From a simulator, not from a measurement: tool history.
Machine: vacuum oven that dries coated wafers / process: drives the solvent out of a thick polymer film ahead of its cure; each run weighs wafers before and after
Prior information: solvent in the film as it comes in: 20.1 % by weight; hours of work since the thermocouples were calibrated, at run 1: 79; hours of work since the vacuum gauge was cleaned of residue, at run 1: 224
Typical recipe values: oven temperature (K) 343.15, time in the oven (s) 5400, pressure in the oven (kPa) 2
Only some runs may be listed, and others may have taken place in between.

run,hour,oven temperature (K),time in the oven (s),pressure in the oven (kPa),hours of work since the thermocouples were calibrated,hours of work since the vacuum gauge was cleaned of residue,solvent left in the film (%)
1,0,343.15,5400,2,79,224,3.98
2,25.5,343.15,5400,2,90,235,3.97
3,45.4,343.15,5400,2,98,243,4.04
4,70,343.15,5400,2,109,254,4.1
5,88.7,343.15,5400,2,117,262,4.05
6,107,349.15,5400,1.72,124,270,2.46
7,134.4,343.15,5400,2.02,136,281,4.13
8,152.8,343.15,5400,2.02,144,289,4.09
9,165.4,343.15,5400,2.02,150,295,4.05
10,177,348.15,5400,2.02,155,300,2.87

3 ways to go on from here, each from the tool as it stands after run 10. What would each give?
A,189.6,340.15,5400,2,160,305,?
B,189.6,352.15,4140,5.79,160,305,?
C,189.6,348.15,5160,2.02,160,305,?

run,solvent left in the film (%)
A,4.97
B,4.9
C,3.09
The same runs, with their run-to-run variation unchanged, on a tool lacking any hidden condition would have given:
run,solvent left in the film (%)
A,4.99
B,4.93
C,3.1
